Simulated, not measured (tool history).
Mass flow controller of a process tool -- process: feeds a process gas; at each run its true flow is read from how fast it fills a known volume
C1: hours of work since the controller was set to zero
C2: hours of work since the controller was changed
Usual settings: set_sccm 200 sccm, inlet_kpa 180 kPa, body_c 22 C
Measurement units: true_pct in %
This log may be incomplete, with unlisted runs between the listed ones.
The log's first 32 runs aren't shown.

run 33 day=75.500 | set_sccm=200 inlet_kpa=180 body_c=25 | C1=6597 C2=6597 | true_pct=102.11
run 34 day=77.588 | set_sccm=100 inlet_kpa=180 body_c=25 | C1=6622 C2=6622 | true_pct=103.22
run 35 day=80.379 | set_sccm=100 inlet_kpa=180 body_c=25 | C1=6655 C2=6655 | true_pct=103.29
run 36 day=82.333 | set_sccm=303 inlet_kpa=235 body_c=24 | C1=6679 C2=6679 | true_pct=101.78
run 37 day=85.079 | set_sccm=303 inlet_kpa=235 body_c=24 | C1=6712 C2=6712 | true_pct=101.73
run 38 day=86.979 | set_sccm=303 inlet_kpa=235 body_c=24 | C1=6734 C2=6734 | true_pct=101.88
run 39 day=89.200 | set_sccm=303 inlet_kpa=235 body_c=24 | C1=6761 C2=6761 | true_pct=101.73
run 40 day=92.358 | set_sccm=93 inlet_kpa=180 body_c=21 | C1=6799 C2=6799 | true_pct=103.27
run 41 day=93.950 | set_sccm=124 inlet_kpa=180 body_c=22 | C1=6818 C2=6818 | true_pct=102.71
run 42 day=96.146 | set_sccm=124 inlet_kpa=180 body_c=22 | C1=6844 C2=6844 | true_pct=102.68
run 43 day=98.338 | set_sccm=124 inlet_kpa=180 body_c=22 | C1=6870 C2=6870 | true_pct=102.77
run 44 day=100.904 | set_sccm=115 inlet_kpa=180 body_c=36 | C1=6901 C2=6901 | true_pct=103.69
run 45 day=102.946 | set_sccm=115 inlet_kpa=180 body_c=36 | C1=6925 C2=6925 | true_pct=103.75
run 46 day=105.642 | set_sccm=200 inlet_kpa=247 body_c=28 | C1=6957 C2=6957 | true_pct=102.14
run 47 day=108.254 | set_sccm=200 inlet_kpa=244 body_c=20 | C1=6989 C2=6989 | true_pct=101.70

Predict each of these 3 candidate next runs independently; none follows another, all start after run 47:
run A day=109.642 | set_sccm=269 inlet_kpa=243 body_c=27 | C1=7005 C2=7005 | true_pct=?
run B day=109.642 | set_sccm=200 inlet_kpa=148 body_c=20 | C1=7005 C2=7005 | true_pct=?
run C day=109.642 | set_sccm=106 inlet_kpa=159 body_c=33 | C1=7005 C2=7005 | true_pct=?

run=A true_pct=102.05
run=B true_pct=102.31
run=C true_pct=104.01
Without the tool's unlogged condition, the same runs would have read:
run=A true_pct=98.66
run=B true_pct=98.48
run=C true_pct=98.61

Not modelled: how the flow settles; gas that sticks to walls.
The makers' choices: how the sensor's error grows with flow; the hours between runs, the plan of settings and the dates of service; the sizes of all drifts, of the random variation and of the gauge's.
